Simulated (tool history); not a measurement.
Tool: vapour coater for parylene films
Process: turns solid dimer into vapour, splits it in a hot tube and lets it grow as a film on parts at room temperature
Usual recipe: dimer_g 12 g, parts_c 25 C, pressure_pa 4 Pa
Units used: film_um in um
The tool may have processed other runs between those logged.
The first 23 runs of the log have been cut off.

| run | day | dimer_g | parts_c | pressure_pa | film_um |
|---|---|---|---|---|---|
| 24 | 34.725 | 12 | 25 | 4 | 2.42 |
| 25 | 35.825 | 12 | 25 | 4 | 2.43 |
| 26 | 37.167 | 11 | 25 | 8.41 | 1.86 |
| 27 | 38.612 | 13 | 23 | 8.41 | 2.3 |
|  | 39.617 | gauge calibrated |
| 28 | 40.454 | 13 | 23 | 8.41 | 2.37 |
| 29 | 41.333 | 16 | 18 | 10.17 | 3.14 |
| 30 | 42.575 | 5 | 32 | 9.13 | 0.71 |
| 31 | 44.325 | 5 | 32 | 9.13 | 0.7 |
| 32 | 45.95 | 18 | 23 | 5.79 | 3.55 |
| 33 | 47.242 | 12 | 28 | 5.79 | 2.09 |
| 34 | 48.7 | 12 | 21 | 4.96 | 2.58 |
| 35 | 50.379 | 12 | 18 | 3.12 | 3.12 |
| 36 | 51.938 | 12 | 18 | 3.12 | 3.09 |
| 37 | 53.492 | 10 | 25 | 2.6 | 2.25 |
| 38 | 55.367 | 10 | 25 | 2.6 | 2.25 |
|  | 55.908 | table's thermometer calibrated |
| 39 | 57.104 | 14 | 25 | 2.73 | 3.12 |
| 40 | 58.429 | 14 | 25 | 2.73 | 3.07 |
| 41 | 59.392 | 14 | 25 | 2.73 | 3.12 |
| 42 | 60.704 | 14 | 25 | 2.73 | 3.07 |
| 43 | 62.354 | 12 | 25 | 7.38 | 2.12 |
| 44 | 63.212 | 17 | 30 | 3.05 | 3.25 |
|  | 64.008 | trap's valve overhauled |
| 45 | 64.967 | 12 | 25 | 2.68 | 2.67 |
| 46 | 66.812 | 12 | 21 | 2.68 | 2.94 |
| 47 | 68.254 | 14 | 18 | 8.17 | 2.86 |

Here are 4 independent what-if runs from the current tool condition. What would each one return?
| A | 69.496 | 6 | 22 | 11.61 | ? |
| B | 69.496 | 6 | 18 | 8.17 | ? |
| C | 69.496 | 14 | 33 | 8.17 | ? |
| D | 69.496 | 20 | 25 | 7.83 | ? |

| run | film_um |
|---|---|
| A | 1.03 |
| B | 1.22 |
| C | 1.98 |
| D | 3.46 |
Had the tool no hidden state, the same runs would have come out as:
| run | film_um |
|---|---|
| A | 1.05 |
| B | 1.24 |
| C | 2.02 |
| D | 3.53 |
